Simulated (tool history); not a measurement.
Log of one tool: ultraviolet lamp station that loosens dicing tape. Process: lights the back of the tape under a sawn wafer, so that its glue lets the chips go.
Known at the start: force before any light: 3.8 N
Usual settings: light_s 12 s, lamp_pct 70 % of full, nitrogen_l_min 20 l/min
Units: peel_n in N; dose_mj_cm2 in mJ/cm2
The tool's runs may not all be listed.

Run 1, day 0: usual settings. Result: peel_n 0.871 N, dose_mj_cm2 306 mJ/cm2.
Run 2, day 1.388: usual settings. Result: peel_n 0.909 N, dose_mj_cm2 306 mJ/cm2.
Run 3, day 2.992: usual settings but nitrogen_l_min 22 l/min. Result: peel_n 0.929 N, dose_mj_cm2 292 mJ/cm2.
Run 4, day 4.25: usual settings but nitrogen_l_min 22 l/min. Result: peel_n 0.946 N, dose_mj_cm2 284 mJ/cm2.
Run 5, day 5.258: usual settings but nitrogen_l_min 22 l/min. Result: peel_n 0.931 N, dose_mj_cm2 281 mJ/cm2.
Run 6, day 7.238: usual settings but nitrogen_l_min 7 l/min. Result: peel_n 1.616 N, dose_mj_cm2 268 mJ/cm2.
Run 7, day 9.133: usual settings but light_s 18 s. Result: peel_n 0.624 N, dose_mj_cm2 384 mJ/cm2.
Run 8, day 11.25: usual settings but light_s 18 s, lamp_pct 90 % of full. Result: peel_n 0.439 N, dose_mj_cm2 477 mJ/cm2.
At day 13.129: window cleaned of glue's vapour.
Run 9, day 13.288: usual settings but light_s 18 s, lamp_pct 90 % of full. Result: peel_n 0.596 N, dose_mj_cm2 386 mJ/cm2.
Run 10, day 14.479: usual settings but light_s 18 s, lamp_pct 90 % of full. Result: peel_n 0.617 N, dose_mj_cm2 386 mJ/cm2.
Run 11, day 15.85: usual settings but light_s 18 s, lamp_pct 90 % of full. Result: peel_n 0.641 N, dose_mj_cm2 375 mJ/cm2.
At day 17.442: window cleaned of glue's vapour, once more.
Run 12, day 17.958: usual settings but lamp_pct 74 % of full. Result: peel_n 0.986 N, dose_mj_cm2 281 mJ/cm2.
At day 20.154: lamp changed.
Run 13, day 20.154: usual settings but lamp_pct 74 % of full. Result: peel_n 0.469 N, dose_mj_cm2 466 mJ/cm2.
Run 14, day 21.225: usual settings but lamp_pct 74 % of full. Result: peel_n 0.465 N, dose_mj_cm2 458 mJ/cm2.
Run 15, day 23.267: usual settings. Result: peel_n 0.562 N, dose_mj_cm2 426 mJ/cm2.
Run 16, day 24.833: usual settings. Result: peel_n 0.573 N, dose_mj_cm2 421 mJ/cm2.
Run 17, day 26.888: usual settings but light_s 10 s, lamp_pct 86 % of full, nitrogen_l_min 12 l/min. Result: peel_n 0.807 N, dose_mj_cm2 411 mJ/cm2.
Run 18, day 28.85: usual settings but light_s 21 s, lamp_pct 83 % of full, nitrogen_l_min 8 l/min. Result: peel_n 0.345 N, dose_mj_cm2 812 mJ/cm2.
Run 19, day 30.117: usual settings but light_s 21 s, lamp_pct 75 % of full, nitrogen_l_min 8 l/min. Result: peel_n 0.436 N, dose_mj_cm2 724 mJ/cm2.
Run 20, day 31.779: usual settings but light_s 21 s, lamp_pct 75 % of full, nitrogen_l_min 8 l/min. Result: peel_n 0.435 N, dose_mj_cm2 706 mJ/cm2.
Run 21, day 33.629: usual settings but light_s 21 s, lamp_pct 75 % of full, nitrogen_l_min 8 l/min. Result: peel_n 0.461 N, dose_mj_cm2 684 mJ/cm2.
Run 22, day 35.838: usual settings but light_s 11 s, lamp_pct 75 % of full, nitrogen_l_min 8 l/min. Result: peel_n 1.229 N, dose_mj_cm2 341 mJ/cm2.
Run 23, day 37.262: usual settings but light_s 11 s, lamp_pct 75 % of full, nitrogen_l_min 8 l/min. Result: peel_n 1.242 N, dose_mj_cm2 338 mJ/cm2.
Run 24, day 38.908: usual settings but light_s 20 s, lamp_pct 67 % of full, nitrogen_l_min 33 l/min. Result: peel_n 0.27 N, dose_mj_cm2 532 mJ/cm2.
Run 25, day 40.279: usual settings but light_s 20 s, lamp_pct 67 % of full, nitrogen_l_min 33 l/min. Result: peel_n 0.269 N, dose_mj_cm2 527 mJ/cm2.
Run 26, day 42.388: usual settings but light_s 8 s, lamp_pct 61 % of full, nitrogen_l_min 10 l/min. Result: peel_n 1.909 N, dose_mj_cm2 182 mJ/cm2.
Run 27, day 43.75: usual settings but light_s 15 s, lamp_pct 66 % of full, nitrogen_l_min 26 l/min. Result: peel_n 0.576 N, dose_mj_cm2 363 mJ/cm2.
Run 28, day 45.171: usual settings but nitrogen_l_min 26 l/min. Result: peel_n 0.779 N, dose_mj_cm2 301 mJ/cm2.
Run 29, day 47.408: usual settings but light_s 13 s, nitrogen_l_min 11 l/min. Result: peel_n 1.153 N, dose_mj_cm2 312 mJ/cm2.
Run 30, day 48.579: usual settings but light_s 13 s, nitrogen_l_min 11 l/min. Result: peel_n 1.209 N, dose_mj_cm2 307 mJ/cm2.
Run 31, day 50.083: usual settings but light_s 11 s, lamp_pct 61 % of full, nitrogen_l_min 21 l/min. Result: peel_n 1.256 N, dose_mj_cm2 216 mJ/cm2.

Hidden state or all else? Some run-to-run changes of peel_n, split into what the settings, what came in and random variation would give without the hidden state, and what is left for the hidden state (with any gauge scatter that isn't in both results):
The hidden state here: lamp's light, % of a new lamp's; light that the window lets through, % of a clean one's; drift of the gauge itself on peel_n, %; drift of the gauge itself on dose_mj_cm2, %.
Run 6 -> 7: light_s 12 -> 18, nitrogen_l_min 7 -> 20. peel_n -0.992 N: hidden state -0.286, all else -0.706.
Run 12 -> 13: lamp changed. peel_n -0.517 N: hidden state -0.528, all else +0.011.
Run 25 -> 26: light_s 20 -> 8, lamp_pct 67 -> 61, nitrogen_l_min 33 -> 10. peel_n +1.64 N: hidden state +0.361, all else +1.279.
Run 26 -> 27: light_s 8 -> 15, lamp_pct 61 -> 66, nitrogen_l_min 10 -> 26. peel_n -1.333 N: hidden state -0.188, all else -1.145.
